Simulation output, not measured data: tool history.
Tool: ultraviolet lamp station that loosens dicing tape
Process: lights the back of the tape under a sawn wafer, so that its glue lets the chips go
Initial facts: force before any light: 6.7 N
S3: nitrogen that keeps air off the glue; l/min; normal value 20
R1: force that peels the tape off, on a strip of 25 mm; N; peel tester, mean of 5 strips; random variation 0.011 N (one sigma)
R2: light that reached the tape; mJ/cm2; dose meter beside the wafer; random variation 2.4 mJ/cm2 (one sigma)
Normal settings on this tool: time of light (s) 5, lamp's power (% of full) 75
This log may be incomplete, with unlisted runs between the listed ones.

Run 1, hour 0.0: usual settings. Result: R1 0.904 N, R2 179 mJ/cm2.
Run 2, hour 70.9: usual settings but lamp's power (% of full) 90. Result: R1 0.704 N, R2 207 mJ/cm2.
Run 3, hour 129.0: usual settings but lamp's power (% of full) 90. Result: R1 0.726 N, R2 205 mJ/cm2.
Run 4, hour 163.2: usual settings but lamp's power (% of full) 90. Result: R1 0.753 N, R2 199 mJ/cm2.
Run 5, hour 220.9: usual settings but lamp's power (% of full) 90. Result: R1 0.757 N, R2 196 mJ/cm2.
Run 6, hour 273.6: usual settings but lamp's power (% of full) 90. Result: R1 0.804 N, R2 193 mJ/cm2.
Run 7, hour 346.1: usual settings but lamp's power (% of full) 90. Result: R1 0.813 N, R2 193 mJ/cm2.

Forecast run 8:
Run 8, hour 382.3: usual settings but S3 31 l/min. Result: R1 ?, R2 ?.

For run 8 the tool returned R1 1.011 N, R2 154 mJ/cm2.
Had the tool carried no hidden state, the very same run would have given R1 0.429 N, R2 252 mJ/cm2.
